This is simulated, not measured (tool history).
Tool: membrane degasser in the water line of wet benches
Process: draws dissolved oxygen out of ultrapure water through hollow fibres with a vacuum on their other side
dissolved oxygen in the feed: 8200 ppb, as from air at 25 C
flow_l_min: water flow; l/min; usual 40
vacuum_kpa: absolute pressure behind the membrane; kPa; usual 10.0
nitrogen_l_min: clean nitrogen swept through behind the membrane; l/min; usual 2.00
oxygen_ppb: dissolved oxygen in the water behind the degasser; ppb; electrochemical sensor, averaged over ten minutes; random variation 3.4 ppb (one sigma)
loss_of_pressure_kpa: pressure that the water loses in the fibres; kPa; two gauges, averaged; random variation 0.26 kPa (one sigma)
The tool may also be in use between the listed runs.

run     day  flow_l_min  vacuum_kpa  nitrogen_l_min  oxygen_ppb  loss_of_pressure_kpa
  1   0.000          40        10.0            2.00       337.8                 68.54
  2   0.958          40        10.0            2.00       333.1                 68.70
  3   2.721          40        10.0            5.21       170.0                 68.58
  4   3.988          57        10.0            2.00       532.8                 98.39
  5   5.808          57        10.0            2.00       530.2                 98.43
  6   7.438          40        10.0            2.72       268.1                 68.64
  7   9.138          40        10.0            2.72       270.8                 69.04
  8  11.217          40        10.0            2.72       268.9                 68.77
  9  12.771          40        15.5            2.00       565.4                 68.97
 10  14.929          40        10.0            2.00       338.3                 68.79
 11  16.867          40        24.6            2.00       918.2                 69.14
 12  18.779          40        24.6            2.00       910.4                 68.97
 13  19.762          40        10.0            2.00       342.3                 68.91
 14  21.225          36        10.0            2.00       296.5                 61.51
 15  22.354          32        22.1            2.48       555.2                 54.97
 16  23.429          40        10.0            3.08       243.4                 68.78
 17  25.533          34        10.0            5.34       125.4                 58.73
 18  27.100          43        18.8            5.11       358.4                 74.02
 19  28.150          43        18.8            5.11       355.1                 73.91
 20  29.600          33        22.3            3.71       411.3                 56.79
 21  30.533          33        22.3            3.71       404.1                 57.09
 22  32.721          33        16.6            3.45       316.6                 57.41
 23  34.500          33        16.6            3.45       315.5                 57.10
 24  35.808          40        10.0            5.41       162.4                 69.12
 25  37.000          40         8.7            1.43       374.0                 69.06
 26  39.004          40        13.3            0.82       903.9                 68.88

Forecast each of these 3 alternatives for the next run:
  A  40.154          40        10.0            1.09           ?                     ?
  B  40.154          26        13.3            2.58           ?                     ?
  C  40.154          32        20.1            3.40           ?                     ?

run  oxygen_ppb  loss_of_pressure_kpa
  A       527.5                 68.70
  B       243.6                 44.83
  C       379.4                 55.32
Without the tool's hidden state the same runs would have given:
run  oxygen_ppb  loss_of_pressure_kpa
  A       521.0                 68.41
  B       240.4                 44.65
  C       375.7                 55.08
